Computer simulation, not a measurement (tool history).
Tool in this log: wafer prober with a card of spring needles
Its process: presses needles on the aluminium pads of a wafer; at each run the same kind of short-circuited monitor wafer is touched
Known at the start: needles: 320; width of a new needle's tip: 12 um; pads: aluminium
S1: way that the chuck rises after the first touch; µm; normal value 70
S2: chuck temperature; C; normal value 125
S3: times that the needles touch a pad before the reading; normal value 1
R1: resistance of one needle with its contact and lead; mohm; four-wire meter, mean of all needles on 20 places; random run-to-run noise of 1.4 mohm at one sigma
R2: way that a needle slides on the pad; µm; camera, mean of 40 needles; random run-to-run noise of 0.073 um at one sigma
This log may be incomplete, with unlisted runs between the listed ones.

| run | day | S1 | S2 | S3 | R1 | R2 |
|---|---|---|---|---|---|---|
| 1 | 0.000 | 70 | 125 | 1 | 167 | 12.76 |
|  | 0.142 | tips cleaned on abrasive film |
| 2 | 0.375 | 70 | 125 | 1 | 167 | 12.72 |
|  | 0.538 | tips cleaned on abrasive film |
| 3 | 0.617 | 70 | 125 | 1 | 166 | 12.87 |
| 4 | 0.888 | 70 | 125 | 1 | 167 | 12.65 |
|  | 0.912 | tips cleaned on abrasive film |
| 5 | 1.096 | 70 | 125 | 1 | 166 | 12.63 |
|  | 1.288 | tips cleaned on abrasive film |
| 6 | 1.375 | 70 | 38 | 1 | 152 | 12.72 |
|  | 1.662 | tips cleaned on abrasive film |
| 7 | 1.671 | 89 | 125 | 1 | 163 | 16.01 |
|  | 2.050 | tips cleaned on abrasive film |
| 8 | 2.100 | 70 | 125 | 1 | 167 | 12.62 |
| 9 | 2.304 | 70 | 32 | 1 | 151 | 12.62 |
|  | 2.421 | tips cleaned on abrasive film |
| 10 | 2.596 | 70 | 32 | 1 | 151 | 12.52 |
|  | 2.804 | tips cleaned on abrasive film |
| 11 | 2.912 | 70 | 32 | 1 | 148 | 12.55 |
|  | 3.171 | tips cleaned on abrasive film |
| 12 | 3.171 | 70 | 125 | 1 | 166 | 12.48 |
| 13 | 3.383 | 76 | 41 | 1 | 154 | 13.70 |
|  | 3.550 | tips cleaned on abrasive film |
| 14 | 3.662 | 78 | 49 | 1 | 154 | 14.03 |
|  | 3.933 | tips cleaned on abrasive film |
|  | 4.042 | height of the first contact set anew |
| 15 | 4.046 | 78 | 36 | 1 | 149 | 14.13 |
| 16 | 4.304 | 78 | 36 | 1 | 150 | 13.80 |

What will run 17 give?
|  | 4.329 | tips cleaned on abrasive film |
| 17 | 4.625 | 72 | 102 | 1 | ? | ? |

Run 17 yielded R1 160 mohm, R2 12.89 µm.
Minus the tool's unlogged condition, the same run would have read R1 159 mohm, R2 13.15 µm.
